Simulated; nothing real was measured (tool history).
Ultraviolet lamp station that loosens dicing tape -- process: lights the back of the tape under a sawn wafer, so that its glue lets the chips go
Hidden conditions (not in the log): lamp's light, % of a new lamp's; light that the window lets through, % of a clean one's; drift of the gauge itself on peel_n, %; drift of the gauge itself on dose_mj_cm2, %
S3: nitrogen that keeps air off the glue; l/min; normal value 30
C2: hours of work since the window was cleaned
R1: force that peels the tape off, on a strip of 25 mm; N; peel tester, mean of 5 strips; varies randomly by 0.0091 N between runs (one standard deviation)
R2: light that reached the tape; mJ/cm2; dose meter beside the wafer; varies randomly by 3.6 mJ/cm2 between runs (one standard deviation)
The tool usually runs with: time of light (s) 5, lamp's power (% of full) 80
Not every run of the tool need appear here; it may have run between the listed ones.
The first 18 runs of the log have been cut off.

-- day=30.762 lamp changed
run 19 day=31.854 | time_of_light_(s)=9 lamp's_power_(%_of_full)=88 S3=30 | hours_of_work_of_the_lamp=15 C2=183 | R1=0.066 R2=1121
run 20 day=34.204 | time_of_light_(s)=2 lamp's_power_(%_of_full)=95 S3=13 | hours_of_work_of_the_lamp=48 C2=216 | R1=3.136 R2=265
run 21 day=36.012 | time_of_light_(s)=2 lamp's_power_(%_of_full)=95 S3=13 | hours_of_work_of_the_lamp=74 C2=242 | R1=3.32 R2=259
run 22 day=37.729 | time_of_light_(s)=7 lamp's_power_(%_of_full)=82 S3=30 | hours_of_work_of_the_lamp=98 C2=266 | R1=0.155 R2=770
run 23 day=39.492 | time_of_light_(s)=7 lamp's_power_(%_of_full)=80 S3=30 | hours_of_work_of_the_lamp=122 C2=290 | R1=0.185 R2=754
run 24 day=41.746 | time_of_light_(s)=5 lamp's_power_(%_of_full)=65 S3=53 | hours_of_work_of_the_lamp=154 C2=322 | R1=0.634 R2=428
run 25 day=44.25 | time_of_light_(s)=5 lamp's_power_(%_of_full)=71 S3=30 | hours_of_work_of_the_lamp=189 C2=357 | R1=0.769 R2=465
run 26 day=46.621 | time_of_light_(s)=5 lamp's_power_(%_of_full)=96 S3=30 | hours_of_work_of_the_lamp=222 C2=390 | R1=0.312 R2=613
run 27 day=48.196 | time_of_light_(s)=5 lamp's_power_(%_of_full)=96 S3=30 | hours_of_work_of_the_lamp=244 C2=412 | R1=0.341 R2=605
run 28 day=49.983 | time_of_light_(s)=9 lamp's_power_(%_of_full)=66 S3=46 | hours_of_work_of_the_lamp=269 C2=437 | R1=0.134 R2=739
run 29 day=51.654 | time_of_light_(s)=9 lamp's_power_(%_of_full)=66 S3=46 | hours_of_work_of_the_lamp=292 C2=460 | R1=0.141 R2=734
run 30 day=54.225 | time_of_light_(s)=3 lamp's_power_(%_of_full)=66 S3=46 | hours_of_work_of_the_lamp=328 C2=496 | R1=2.232 R2=239
run 31 day=56.342 | time_of_light_(s)=3 lamp's_power_(%_of_full)=66 S3=46 | hours_of_work_of_the_lamp=358 C2=526 | R1=2.32 R2=235
run 32 day=58.525 | time_of_light_(s)=4 lamp's_power_(%_of_full)=91 S3=46 | hours_of_work_of_the_lamp=389 C2=557 | R1=0.66 R2=436

Each row is a separate what-if for the run after 32, all from the same tool condition, not one after another. Results?
run A day=60.575 | time_of_light_(s)=6 lamp's_power_(%_of_full)=72 S3=30 | hours_of_work_of_the_lamp=417 C2=585 | R1=? R2=?
run B day=60.575 | time_of_light_(s)=2 lamp's_power_(%_of_full)=90 S3=39 | hours_of_work_of_the_lamp=417 C2=585 | R1=? R2=?
run C day=60.575 | time_of_light_(s)=4 lamp's_power_(%_of_full)=89 S3=34 | hours_of_work_of_the_lamp=417 C2=585 | R1=? R2=?

run=A R1=0.587 R2=502
run=B R1=2.815 R2=210
run=C R1=0.871 R2=417
Stripped of hidden state, with their random variation kept, the same runs would have yielded:
run=A R1=0.295 R2=635
run=B R1=2.001 R2=265
run=C R1=0.475 R2=528
